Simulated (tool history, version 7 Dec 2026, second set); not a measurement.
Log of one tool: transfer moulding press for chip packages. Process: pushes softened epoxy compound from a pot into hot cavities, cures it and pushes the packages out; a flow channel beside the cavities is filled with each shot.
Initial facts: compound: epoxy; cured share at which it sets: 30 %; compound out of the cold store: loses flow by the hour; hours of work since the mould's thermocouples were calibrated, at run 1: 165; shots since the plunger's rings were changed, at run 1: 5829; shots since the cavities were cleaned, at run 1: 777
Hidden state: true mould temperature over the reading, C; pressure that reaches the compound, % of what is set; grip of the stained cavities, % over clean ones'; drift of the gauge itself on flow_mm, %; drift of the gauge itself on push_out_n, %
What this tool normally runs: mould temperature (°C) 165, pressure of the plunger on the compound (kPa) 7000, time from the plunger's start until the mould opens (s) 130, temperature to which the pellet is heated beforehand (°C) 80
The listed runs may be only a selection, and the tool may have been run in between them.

run	day	mould temperature (°C)	pressure of the plunger on the compound (kPa)	time from the plunger's start until the mould opens (s)	temperature to which the pellet is heated beforehand (°C)	hours of work since the mould's thermocouples were calibrated	shots since the plunger's rings were changed	shots since the cavities were cleaned	incoming compound's hours out of the cold store	length that the compound runs in the flow channel (mm)	greatest force on the pins that push the packages out (N)
1	0	165	7000	130	80	165	5829	777	27.6	488	450
2	0.729	165	7000	130	87	174	5971	919	20.6	504	448
3	1.296	165	7000	130	87	182	6081	1029	32.5	469	439
# day 1.725: cavities cleaned with cleaning compound and waxed
4	2.279	165	7000	143	80	194	6260	108	13.9	511	328
5	2.733	165	7000	143	80	200	6348	196	8.7	520	357
# day 3.792: plunger's sealing rings changed
6	3.804	165	7000	143	80	212	2	384	31.6	544	382
7	4.608	168	7000	130	80	223	159	541	18.5	571	406
8	5.175	168	7000	130	80	230	269	651	39.4	517	401
9	5.696	161	7000	133	80	237	370	752	22.4	577	523
10	6.479	161	7000	142	77	247	522	904	23.4	577	457
# day 6.65: mould's thermocouples calibrated
11	7.238	169	7000	142	81	8	654	1036	46.6	502	415
# day 7.65: cavities cleaned with cleaning compound and waxed
12	8.046	169	7000	142	81	17	798	77	14.5	561	307
13	8.583	169	5690	122	80	25	903	182	36	475	335
# day 9.046: mould's thermocouples calibrated, once more
14	9.404	163	7000	113	82	5	1047	326	24.2	557	497
15	9.9	160	7000	113	86	11	1143	422	38.7	524	621

Below, each run's measurement less what the same run would have read without the hidden state. Both values contain the same run-to-run variation, but the gauge's scatter may not be the same in both:
run	length that the compound runs in the flow channel (mm)	greatest force on the pins that push the packages out (N)
1	-68	+142
2	-72	+144
3	-70	+143
4	-77	+41
5	-82	+64
6	+0	+92
7	-1	+113
8	-2	+116
9	-3	+164
10	-5	+148
11	-6	+132
12	-8	+24
13	-8	+54
14	-13	+99
15	-13	+142
